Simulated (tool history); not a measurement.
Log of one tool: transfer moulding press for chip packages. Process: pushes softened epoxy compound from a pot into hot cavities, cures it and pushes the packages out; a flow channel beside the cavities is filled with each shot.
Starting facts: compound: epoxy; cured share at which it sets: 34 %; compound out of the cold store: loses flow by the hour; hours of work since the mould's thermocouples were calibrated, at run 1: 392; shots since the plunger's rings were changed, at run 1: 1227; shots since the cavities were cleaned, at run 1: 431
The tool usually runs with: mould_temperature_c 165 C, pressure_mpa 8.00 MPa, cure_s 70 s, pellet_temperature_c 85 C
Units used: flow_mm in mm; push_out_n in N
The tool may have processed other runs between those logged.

run,day,mould_temperature_c,pressure_mpa,cure_s,pellet_temperature_c,hours of work since the mould's thermocouples were calibrated,shots since the plunger's rings were changed,shots since the cavities were cleaned,incoming compound's hours out of the cold store,flow_mm,push_out_n
1,0.000,165,8.00,70,85,392,1227,431,44.9,520,244
# day 1.375: cavities cleaned with cleaning compound and waxed
2,1.817,165,8.00,70,85,412,1745,131,23.9,580,205
# day 3.425: mould's thermocouples calibrated
# day 4.471: cavities cleaned with cleaning compound and waxed
3,5.275,165,8.00,70,85,20,2723,237,10.4,633,243
# day 7.329: cavities cleaned with cleaning compound and waxed
4,7.562,165,8.00,61,85,46,3380,68,10.9,622,285
# day 10.212: cavities cleaned with cleaning compound and waxed
5,10.212,165,8.00,51,85,75,4145,0,12.1,607,424
6,12.367,165,8.00,51,85,100,4782,637,46.5,487,485
# day 12.979: plunger's sealing rings changed
# day 13.188: cavities cleaned with cleaning compound and waxed
7,14.821,165,8.00,51,85,126,525,483,11.1,649,542
# day 16.025: cavities cleaned with cleaning compound and waxed
8,17.442,172,8.00,72,86,156,1281,419,40.4,526,203
# day 18.929: cavities cleaned with cleaning compound and waxed
9,20.296,172,8.00,72,86,187,2105,404,17.9,593,213
# day 21.796: cavities cleaned with cleaning compound and waxed
10,21.808,173,7.32,61,86,204,2534,4,18.8,559,157
11,23.871,173,7.32,61,86,228,3143,613,14.1,573,233
# day 24.600: cavities cleaned with cleaning compound and waxed
12,27.100,173,7.32,61,86,264,4078,739,37.3,489,236

Predict each of these 3 candidate next runs independently; none follows another, all start after run 12:
# day 27.479: cavities cleaned with cleaning compound and waxed
A,28.604,164,8.00,70,88,280,4504,333,15.1,?,?
# day 27.479: cavities cleaned with cleaning compound and waxed
B,28.604,173,7.32,61,90,280,4504,333,28.2,?,?
# day 27.479: cavities cleaned with cleaning compound and waxed
C,28.604,173,7.32,53,86,280,4504,333,27.4,?,?

run,flow_mm,push_out_n
A,600,261
B,510,211
C,510,251
Without the tool's unlogged condition, the same runs would have read:
run,flow_mm,push_out_n
A,642,201
B,546,160
C,545,193
